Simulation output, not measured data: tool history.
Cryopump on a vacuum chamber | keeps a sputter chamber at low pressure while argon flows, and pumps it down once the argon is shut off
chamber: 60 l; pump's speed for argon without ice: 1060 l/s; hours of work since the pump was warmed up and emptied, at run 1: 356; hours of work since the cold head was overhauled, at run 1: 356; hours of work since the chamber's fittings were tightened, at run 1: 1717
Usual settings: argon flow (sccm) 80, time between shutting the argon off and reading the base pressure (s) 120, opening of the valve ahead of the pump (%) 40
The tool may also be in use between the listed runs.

| run | hour | argon flow (sccm) | time between shutting the argon off and reading the base pressure (s) | opening of the valve ahead of the pump (%) | hours of work since the pump was warmed up and emptied | hours of work since the cold head was overhauled | hours of work since the chamber's fittings were tightened | pressure while argon flows (Pa) | pressure after the wait (uPa) |
|---|---|---|---|---|---|---|---|---|---|
| 1 | 0.0 | 80 | 120 | 40 | 356 | 356 | 1717 | 0.3271 | 3.54 |
| 2 | 8.6 | 80 | 120 | 40 | 363 | 363 | 1724 | 0.3274 | 3.64 |
| 3 | 26.3 | 80 | 120 | 40 | 379 | 379 | 1740 | 0.3262 | 3.46 |
| 4 | 40.1 | 80 | 120 | 40 | 391 | 391 | 1752 | 0.3247 | 3.52 |
| 5 | 56.2 | 80 | 120 | 40 | 405 | 405 | 1766 | 0.3287 | 3.65 |
| 6 | 74.4 | 80 | 120 | 35 | 420 | 420 | 1782 | 0.3725 | 3.63 |
| 7 | 90.7 | 80 | 120 | 35 | 435 | 435 | 1796 | 0.3737 | 3.57 |
| 8 | 101.6 | 80 | 120 | 35 | 444 | 444 | 1805 | 0.3719 | 3.73 |
| 9 | 116.1 | 80 | 120 | 40 | 457 | 457 | 1818 | 0.3277 | 3.71 |
| 10 | 128.1 | 80 | 120 | 40 | 467 | 467 | 1829 | 0.3298 | 3.75 |
| 11 | 147.0 | 80 | 120 | 40 | 484 | 484 | 1845 | 0.3313 | 3.74 |
| 12 | 165.0 | 80 | 120 | 40 | 499 | 499 | 1861 | 0.3320 | 3.72 |
| 13 | 173.8 | 80 | 120 | 40 | 507 | 507 | 1868 | 0.3301 | 3.76 |
| 14 | 191.7 | 80 | 120 | 40 | 522 | 522 | 1884 | 0.3331 | 3.71 |
| 15 | 210.6 | 80 | 120 | 40 | 539 | 539 | 1900 | 0.3321 | 3.74 |
| 16 | 223.3 | 80 | 120 | 40 | 550 | 550 | 1911 | 0.3315 | 3.80 |
| 17 | 232.1 | 80 | 120 | 40 | 558 | 558 | 1919 | 0.3344 | 3.91 |
| 18 | 251.2 | 80 | 120 | 40 | 574 | 574 | 1936 | 0.3329 | 3.86 |
| 19 | 265.4 | 80 | 288 | 20 | 587 | 587 | 1948 | 0.6531 | 3.26 |
| 20 | 277.4 | 42 | 145 | 20 | 597 | 597 | 1958 | 0.3435 | 3.73 |
| 21 | 294.8 | 65 | 73 | 58 | 612 | 612 | 1974 | 0.1918 | 4.67 |
| 22 | 313.6 | 65 | 73 | 58 | 629 | 629 | 1990 | 0.1906 | 4.53 |
| 23 | 326.6 | 35 | 253 | 41 | 640 | 640 | 2001 | 0.1422 | 3.42 |
| 24 | 336.7 | 40 | 253 | 41 | 649 | 649 | 2010 | 0.1634 | 3.26 |
| 25 | 346.5 | 40 | 253 | 51 | 657 | 657 | 2019 | 0.1328 | 3.43 |
| 26 | 361.6 | 36 | 52 | 25 | 670 | 670 | 2032 | 0.2341 | 5.38 |
| 27 | 374.7 | 121 | 36 | 25 | 682 | 682 | 2043 | 0.7999 | 6.37 |
| 28 | 389.7 | 101 | 28 | 21 | 695 | 695 | 2056 | 0.7895 | 7.32 |
| 29 | 403.8 | 99 | 36 | 25 | 707 | 707 | 2068 | 0.6535 | 6.52 |
| 30 | 421.9 | 99 | 36 | 25 | 723 | 723 | 2084 | 0.6473 | 6.39 |
| 31 | 433.6 | 99 | 36 | 25 | 733 | 733 | 2094 | 0.6543 | 6.40 |
| 32 | 451.5 | 80 | 292 | 21 | 749 | 749 | 2110 | 0.6266 | 3.62 |
| 33 | 460.9 | 80 | 292 | 21 | 757 | 757 | 2118 | 0.6257 | 3.59 |

Forecast run 34:
| 34 | 476.4 | 74 | 43 | 40 | 770 | 770 | 2132 | ? | ? |

Run 34 gave pressure while argon flows (Pa) 0.3120, pressure after the wait (uPa) 6.02.
Without the tool's hidden state the same run would have given pressure while argon flows (Pa) 0.2946, pressure after the wait (uPa) 3.08.
